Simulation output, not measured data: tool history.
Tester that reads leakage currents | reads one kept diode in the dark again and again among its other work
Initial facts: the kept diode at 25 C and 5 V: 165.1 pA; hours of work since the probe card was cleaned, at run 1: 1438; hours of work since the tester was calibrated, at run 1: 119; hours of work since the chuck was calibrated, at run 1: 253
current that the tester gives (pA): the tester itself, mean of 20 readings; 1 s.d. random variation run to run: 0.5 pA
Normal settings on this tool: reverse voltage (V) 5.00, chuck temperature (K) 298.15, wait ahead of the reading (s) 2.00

run	hour	reverse voltage (V)	chuck temperature (K)	wait ahead of the reading (s)	hours of work since the probe card was cleaned	hours of work since the tester was calibrated	hours of work since the chuck was calibrated	current that the tester gives (pA)
1	0.0	5.00	298.15	2.00	1438	119	253	157.57
2	13.2	5.00	298.15	2.00	1447	127	262	157.66
3	27.7	5.00	301.15	2.00	1456	137	271	193.64
4	41.3	5.00	301.15	2.00	1465	146	280	193.95
5	72.2	5.00	306.15	2.00	1485	166	300	274.90
6	99.2	5.00	313.15	2.00	1503	183	318	440.76
7	115.8	1.98	298.15	3.87	1514	194	329	96.96
8	136.0	6.91	321.15	1.12	1527	207	342	871.18
9	164.4	5.72	298.15	2.00	1546	226	360	164.11
10	177.8	5.72	298.15	2.00	1554	235	369	164.82
11	194.8	3.47	309.15	7.83	1566	246	380	277.57

4 ways to go on from here, each from the tool as it stands after run 11. What would each give?
A	209.7	2.08	294.15	1.01	1575	256	390	?
B	209.7	4.59	298.15	1.41	1575	256	390	?
C	209.7	5.00	298.15	2.08	1575	256	390	?
D	209.7	1.49	309.15	3.34	1575	256	390	?

run	current that the tester gives (pA)
A	73.47
B	146.09
C	152.21
D	182.79
With the hidden condition removed and each run's random variation left untouched, the same runs would have given:
run	current that the tester gives (pA)
A	80.42
B	159.12
C	165.65
D	200.70
